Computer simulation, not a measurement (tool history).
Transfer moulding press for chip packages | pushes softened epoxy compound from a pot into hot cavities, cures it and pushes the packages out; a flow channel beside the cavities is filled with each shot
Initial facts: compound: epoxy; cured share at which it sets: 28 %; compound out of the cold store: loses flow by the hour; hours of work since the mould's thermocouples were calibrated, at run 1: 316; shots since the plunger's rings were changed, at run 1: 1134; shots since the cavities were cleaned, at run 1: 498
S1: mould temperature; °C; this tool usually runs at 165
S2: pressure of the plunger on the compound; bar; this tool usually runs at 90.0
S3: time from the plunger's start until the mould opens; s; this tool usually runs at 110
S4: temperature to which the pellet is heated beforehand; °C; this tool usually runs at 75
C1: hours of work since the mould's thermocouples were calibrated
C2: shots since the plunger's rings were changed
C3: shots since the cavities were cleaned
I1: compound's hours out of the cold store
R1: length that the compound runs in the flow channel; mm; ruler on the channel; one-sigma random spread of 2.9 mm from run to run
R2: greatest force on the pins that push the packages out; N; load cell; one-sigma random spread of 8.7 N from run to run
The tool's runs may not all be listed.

run 1 hour=0.0 | S1=165 S2=90.0 S3=110 S4=75 | C1=316 C2=1134 C3=498 | I1=11.5 | R1=1030 R2=519
-- hour=3.1 cavities cleaned with cleaning compound and waxed
run 2 hour=15.2 | S1=165 S2=90.0 S3=110 S4=75 | C1=322 C2=1249 C3=102 | I1=28.7 | R1=939 R2=597
run 3 hour=25.3 | S1=165 S2=90.0 S3=110 S4=75 | C1=327 C2=1334 C3=187 | I1=47.0 | R1=853 R2=570
run 4 hour=36.3 | S1=165 S2=90.0 S3=110 S4=75 | C1=333 C2=1427 C3=280 | I1=8.2 | R1=1042 R2=612
run 5 hour=51.7 | S1=165 S2=90.0 S3=110 S4=75 | C1=340 C2=1557 C3=410 | I1=45.3 | R1=859 R2=600
-- hour=65.4 cavities cleaned with cleaning compound and waxed
run 6 hour=71.0 | S1=165 S2=90.0 S3=110 S4=75 | C1=348 C2=1707 C3=48 | I1=32.2 | R1=912 R2=382
run 7 hour=79.0 | S1=165 S2=90.0 S3=110 S4=71 | C1=352 C2=1774 C3=115 | I1=40.1 | R1=880 R2=414
-- hour=81.7 cavities cleaned with cleaning compound and waxed, once more
run 8 hour=91.8 | S1=165 S2=90.0 S3=120 S4=71 | C1=358 C2=1869 C3=85 | I1=29.8 | R1=926 R2=354
run 9 hour=110.4 | S1=165 S2=90.0 S3=123 S4=75 | C1=367 C2=2026 C3=242 | I1=47.4 | R1=838 R2=390
run 10 hour=123.5 | S1=165 S2=90.0 S3=123 S4=75 | C1=373 C2=2136 C3=352 | I1=12.6 | R1=1007 R2=428
run 11 hour=140.5 | S1=165 S2=90.0 S3=123 S4=75 | C1=381 C2=2280 C3=496 | I1=35.3 | R1=893 R2=435
-- hour=143.6 cavities cleaned with cleaning compound and waxed
run 12 hour=156.1 | S1=165 S2=90.0 S3=123 S4=75 | C1=388 C2=2399 C3=106 | I1=31.6 | R1=908 R2=365
run 13 hour=171.2 | S1=165 S2=90.0 S3=123 S4=75 | C1=395 C2=2525 C3=232 | I1=18.6 | R1=967 R2=410
run 14 hour=182.9 | S1=165 S2=90.0 S3=123 S4=75 | C1=401 C2=2624 C3=331 | I1=41.5 | R1=863 R2=409
run 15 hour=201.4 | S1=165 S2=77.1 S3=123 S4=65 | C1=410 C2=2781 C3=488 | I1=9.7 | R1=942 R2=449
-- hour=205.5 cavities cleaned with cleaning compound and waxed
run 16 hour=212.1 | S1=165 S2=73.6 S3=110 S4=66 | C1=414 C2=2858 C3=56 | I1=22.8 | R1=859 R2=390
run 17 hour=219.8 | S1=165 S2=73.6 S3=110 S4=66 | C1=418 C2=2923 C3=121 | I1=22.9 | R1=860 R2=424
run 18 hour=231.2 | S1=165 S2=73.6 S3=110 S4=66 | C1=423 C2=3019 C3=217 | I1=9.6 | R1=914 R2=446
run 19 hour=241.4 | S1=159 S2=73.6 S3=110 S4=67 | C1=428 C2=3105 C3=303 | I1=38.9 | R1=815 R2=678
run 20 hour=256.4 | S1=157 S2=70.6 S3=91 S4=75 | C1=435 C2=3231 C3=429 | I1=26.3 | R1=863 R2=1380
-- hour=268.2 cavities cleaned with cleaning compound and waxed
run 21 hour=268.6 | S1=158 S2=70.6 S3=91 S4=83 | C1=441 C2=3321 C3=3 | I1=35.4 | R1=807 R2=920
run 22 hour=283.9 | S1=168 S2=70.6 S3=143 S4=83 | C1=448 C2=3450 C3=132 | I1=16.7 | R1=850 R2=349
-- hour=290.8 plunger's sealing rings changed
run 23 hour=299.5 | S1=167 S2=89.9 S3=115 S4=72 | C1=454 C2=73 C3=242 | I1=17.2 | R1=1001 R2=393
run 24 hour=311.3 | S1=165 S2=90.0 S3=109 S4=75 | C1=460 C2=173 C3=342 | I1=17.2 | R1=1006 R2=483
run 25 hour=326.7 | S1=165 S2=90.0 S3=109 S4=75 | C1=467 C2=302 C3=471 | I1=47.9 | R1=857 R2=482
-- hour=332.9 cavities cleaned with cleaning compound and waxed
run 26 hour=343.0 | S1=165 S2=90.0 S3=109 S4=68 | C1=474 C2=427 C3=85 | I1=30.1 | R1=938 R2=417
run 27 hour=361.6 | S1=165 S2=90.0 S3=127 S4=75 | C1=483 C2=584 C3=242 | I1=41.9 | R1=882 R2=379

Here are 4 independent what-if runs from the current tool condition. What would each one return?
run A hour=374.7 | S1=162 S2=98.1 S3=110 S4=69 | C1=490 C2=694 C3=352 | I1=40.0 | R1=? R2=?
run B hour=374.7 | S1=165 S2=90.0 S3=124 S4=81 | C1=490 C2=694 C3=352 | I1=31.4 | R1=? R2=?
run C hour=374.7 | S1=160 S2=90.0 S3=110 S4=72 | C1=490 C2=694 C3=352 | I1=19.9 | R1=? R2=?
run D hour=374.7 | S1=165 S2=90.0 S3=127 S4=79 | C1=490 C2=694 C3=352 | I1=37.5 | R1=? R2=?

run=A R1=942 R2=565
run=B R1=928 R2=412
run=C R1=1018 R2=660
run=D R1=897 R2=406
With no hidden state in the tool, these same runs would have given:
run=A R1=955 R2=458
run=B R1=940 R2=328
run=C R1=1032 R2=538
run=D R1=909 R2=324

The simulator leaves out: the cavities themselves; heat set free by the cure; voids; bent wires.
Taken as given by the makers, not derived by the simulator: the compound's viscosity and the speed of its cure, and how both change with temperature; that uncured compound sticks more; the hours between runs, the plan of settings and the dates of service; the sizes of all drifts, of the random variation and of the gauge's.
